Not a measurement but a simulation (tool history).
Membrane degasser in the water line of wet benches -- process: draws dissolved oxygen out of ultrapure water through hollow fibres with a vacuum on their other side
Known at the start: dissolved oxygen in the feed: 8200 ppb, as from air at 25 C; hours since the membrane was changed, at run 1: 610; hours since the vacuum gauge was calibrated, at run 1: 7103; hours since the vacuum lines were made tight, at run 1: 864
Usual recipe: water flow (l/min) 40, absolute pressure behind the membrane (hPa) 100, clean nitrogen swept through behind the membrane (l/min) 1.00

run   hour  water flow (l/min)  absolute pressure behind the membrane (hPa)  clean nitrogen swept through behind the membrane (l/min)  hours since the membrane was changed  hours since the vacuum gauge was calibrated  hours since the vacuum lines were made tight  dissolved oxygen in the water behind the degasser (ppb)  pressure that the water loses in the fibres (hPa)
  1    0.0                  40                                          100                                                      1.00                                   610                                         7103                                           864                                                    763.7                                              500.8
  2   42.6                  40                                          100                                                      1.00                                   652                                         7145                                           907                                                    777.9                                              500.1
  3   87.3                  40                                          100                                                      1.00                                   697                                         7190                                           952                                                    786.1                                              494.9
  4  127.7                  40                                          163                                                      1.00                                   737                                         7230                                           992                                                   1196.6                                              498.8
  5  152.9                  36                                          100                                                      1.00                                   763                                         7256                                          1017                                                    696.6                                              447.2
  6  187.6                  40                                          100                                                      0.51                                   797                                         7290                                          1052                                                   1069.6                                              499.3
  7  227.4                  40                                          100                                                      0.51                                   837                                         7330                                          1092                                                   1057.7                                              502.8
  8  256.5                  40                                          100                                                      0.55                                   866                                         7359                                          1121                                                   1020.5                                              500.1
  9  278.4                  40                                          100                                                      0.55                                   888                                         7381                                          1143                                                   1033.2                                              497.1
 10  316.4                  40                                          100                                                      1.00                                   926                                         7419                                          1181                                                    773.8                                              496.3
     324.9  -- vacuum gauge calibrated
 11  351.0                  40                                          100                                                      1.00                                   960                                           26                                          1215                                                    783.6                                              497.0
 12  370.8                  40                                          100                                                      1.00                                   980                                           46                                          1235                                                    774.6                                              498.0
 13  401.3                  40                                          100                                                      1.00                                  1011                                           76                                          1265                                                    779.0                                              497.1
 14  424.9                  30                                          100                                                      1.00                                  1034                                          100                                          1289                                                    551.4                                              373.6
 15  453.7                  30                                          100                                                      1.00                                  1063                                          129                                          1317                                                    566.6                                              373.5
 16  476.3                  30                                          100                                                      1.00                                  1086                                          151                                          1340                                                    568.7                                              374.8
 17  502.6                  35                                          127                                                      2.28                                  1112                                          178                                          1366                                                    527.8                                              436.3
 18  539.5                  35                                          127                                                      2.28                                  1149                                          215                                          1403                                                    536.6                                              438.9
 19  583.0                  33                                          131                                                      0.76                                  1192                                          258                                          1447                                                    952.5                                              413.2
 20  614.8                  40                                          210                                                      1.82                                  1224                                          290                                          1479                                                   1026.5                                              496.5
 21  647.8                  56                                          132                                                      2.50                                  1257                                          323                                          1512                                                    918.2                                              699.8
 22  679.8                  56                                          132                                                      2.50                                  1289                                          355                                          1544                                                    941.1                                              694.2
 23  712.1                  56                                          131                                                      1.12                                  1321                                          387                                          1576                                                   1309.1                                              699.7
 24  753.7                  56                                          103                                                      1.51                                  1363                                          429                                          1617                                                    983.9                                              695.4
 25  784.9                  62                                          146                                                      2.55                                  1394                                          460                                          1649                                                   1118.4                                              771.7
 26  832.3                  62                                          118                                                      2.55                                  1442                                          507                                          1696                                                    973.0                                              771.2
 27  853.4                  62                                          118                                                      2.55                                  1463                                          529                                          1717                                                    991.3                                              771.2
 28  899.7                  55                                           95                                                      1.10                                  1509                                          575                                          1763                                                   1018.4                                              684.8
 29  922.2                  55                                          108                                                      1.00                                  1531                                          597                                          1786                                                   1172.6                                              690.2
 30  946.2                  51                                          150                                                      2.56                                  1555                                          621                                          1810                                                    908.8                                              636.3
 31  974.0                  51                                          150                                                      2.56                                  1583                                          649                                          1838                                                    911.0                                              640.4

Below are 5 alternative next runs, each starting from the tool's condition after run 31. Predict each:
  A  1006.9                  40                                          186                                                      1.00                                  1616                                          682                                          1871                                                        ?                                                  ?
  B  1006.9                  35                                          201                                                      0.73                                  1616                                          682                                          1871                                                        ?                                                  ?
  C  1006.9                  48                                           77                                                      0.47                                  1616                                          682                                          1871                                                        ?                                                  ?
  D  1006.9                  40                                           76                                                      1.70                                  1616                                          682                                          1871                                                        ?                                                  ?
  E  1006.9                  30                                          126                                                      2.21                                  1616                                          682                                          1871                                                        ?                                                  ?

run  dissolved oxygen in the water behind the degasser (ppb)  pressure that the water loses in the fibres (hPa)
  A                                                   1300.9                                              497.5
  B                                                   1523.7                                              437.0
  C                                                   1022.1                                              598.3
  D                                                    503.3                                              499.2
  E                                                    436.1                                              374.6
Had the tool no hidden state, the same runs would have come out as:
run  dissolved oxygen in the water behind the degasser (ppb)  pressure that the water loses in the fibres (hPa)
  A                                                   1300.7                                              497.4
  B                                                   1523.6                                              436.9
  C                                                   1021.9                                              598.2
  D                                                    503.2                                              499.1
  E                                                    436.0                                              374.6
